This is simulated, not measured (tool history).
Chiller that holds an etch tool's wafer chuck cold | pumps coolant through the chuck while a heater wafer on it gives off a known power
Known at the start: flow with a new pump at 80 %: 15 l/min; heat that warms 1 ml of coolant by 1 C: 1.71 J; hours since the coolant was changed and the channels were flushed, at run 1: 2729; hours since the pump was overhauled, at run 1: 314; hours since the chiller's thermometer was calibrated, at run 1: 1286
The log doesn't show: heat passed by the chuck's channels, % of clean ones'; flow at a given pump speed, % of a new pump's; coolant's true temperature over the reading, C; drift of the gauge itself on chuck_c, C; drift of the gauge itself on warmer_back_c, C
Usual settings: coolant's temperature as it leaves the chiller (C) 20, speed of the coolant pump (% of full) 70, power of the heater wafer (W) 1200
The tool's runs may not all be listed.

run   hour  coolant's temperature as it leaves the chiller (C)  speed of the coolant pump (% of full)  power of the heater wafer (W)  hours since the coolant was changed and the channels were flushed  hours since the pump was overhauled  hours since the chiller's thermometer was calibrated  chuck's temperature once it has settled (C)  how much warmer the coolant comes back (C)
  1      0                                                  20                                     70                           1200                                                               2729                                  314                                                  1286                                           30                                        3.21
  2   27.6                                                  20                                     70                           1200                                                               2756                                  342                                                  1314                                         30.1                                        3.16
  3   66.6                                                  20                                     70                           1200                                                               2795                                  381                                                  1353                                         29.9                                        3.23
  4   87.8                                                  20                                     70                           1200                                                               2816                                  402                                                  1374                                           30                                        3.25
  5  130.4                                                  20                                     70                           1200                                                               2859                                  445                                                  1417                                         30.1                                        3.29
  6  177.8                                                  20                                     70                           1200                                                               2906                                  492                                                  1464                                           30                                        3.24
  7  205.2                                                  24                                     70                           1200                                                               2934                                  520                                                  1491                                           34                                        3.22
  8  234.4                                                  20                                     88                           1200                                                               2963                                  549                                                  1521                                         28.1                                        2.65
  9  282.1                                                  20                                     88                           1200                                                               3011                                  596                                                  1568                                         28.2                                         2.6
 10  312.3                                                  20                                     76                           1200                                                               3041                                  627                                                  1598                                         29.3                                        2.99
 11  351.4                                                  11                                     76                           1200                                                               3080                                  666                                                  1638                                         20.4                                        3.08
 12  373.8                                                  29                                     70                           1200                                                               3102                                  688                                                  1660                                           39                                        3.27
 13  402.8                                                  29                                     70                           1200                                                               3131                                  717                                                  1689                                         38.9                                        3.32
 14  449.4                                                  10                                     70                           1200                                                               3178                                  764                                                  1736                                         19.9                                         3.3
 15  472.1                                                  10                                     70                           1200                                                               3201                                  786                                                  1758                                           20                                        3.32
 16  498.3                                                  21                                     79                           1374                                                               3227                                  813                                                  1784                                         31.3                                        3.44
 17    546                                                  20                                     71                           1764                                                               3275                                  860                                                  1832                                         34.4                                        4.83
     550.4  -- gauge calibrated
 18  574.4                                                  20                                     74                           1209                                                               3303                                  889                                                  1861                                         29.6                                        3.05
 19  611.4                                                  20                                     71                           1489                                                               3340                                  926                                                  1898                                         32.4                                        3.96
 20  646.8                                                  22                                     70                           1200                                                               3375                                  961                                                  1933                                           32                                        3.23
 21  678.6                                                  26                                     68                            712                                                               3407                                  993                                                  1965                                         32.2                                        1.94
 22  718.9                                                  26                                     68                            712                                                               3448                                 1033                                                  2005                                         32.2                                        2.05
 23  763.8                                                  18                                     92                           1397                                                               3492                                 1078                                                  2050                                         27.1                                        2.89
 24  810.1                                                  12                                     93                           1200                                                               3539                                 1124                                                  2096                                         19.8                                        2.53
 25  840.3                                                  20                                     73                           1200                                                               3569                                 1155                                                  2126                                         29.5                                        3.19
 26  881.1                                                  29                                     87                           1280                                                               3610                                 1195                                                  2167                                         37.7                                        2.87
 27    904                                                  29                                     87                           1280                                                               3633                                 1218                                                  2190                                         37.9                                        2.91
     944.3  -- gauge calibrated
 28  944.6                                                  29                                     87                           1280                                                               3673                                 1259                                                  2231                                           38                                        2.68

Forecast each of these 3 alternatives for the next run:
  A  975.5                                                  14                                     87                           1280                                                               3704                                 1290                                                  2262                                            ?                                           ?
  B  975.5                                                  14                                     73                           1200                                                               3704                                 1290                                                  2262                                            ?                                           ?
  C  975.5                                                  26                                     88                           1035                                                               3704                                 1290                                                  2262                                            ?                                           ?

run  chuck's temperature once it has settled (C)  how much warmer the coolant comes back (C)
  A                                         23.1                                        2.83
  B                                         23.7                                        3.09
  C                                         33.1                                        2.22
Without the tool's hidden state the same runs would have given:
run  chuck's temperature once it has settled (C)  how much warmer the coolant comes back (C)
  A                                           23                                        2.82
  B                                         23.7                                        3.08
  C                                         33.1                                        2.21

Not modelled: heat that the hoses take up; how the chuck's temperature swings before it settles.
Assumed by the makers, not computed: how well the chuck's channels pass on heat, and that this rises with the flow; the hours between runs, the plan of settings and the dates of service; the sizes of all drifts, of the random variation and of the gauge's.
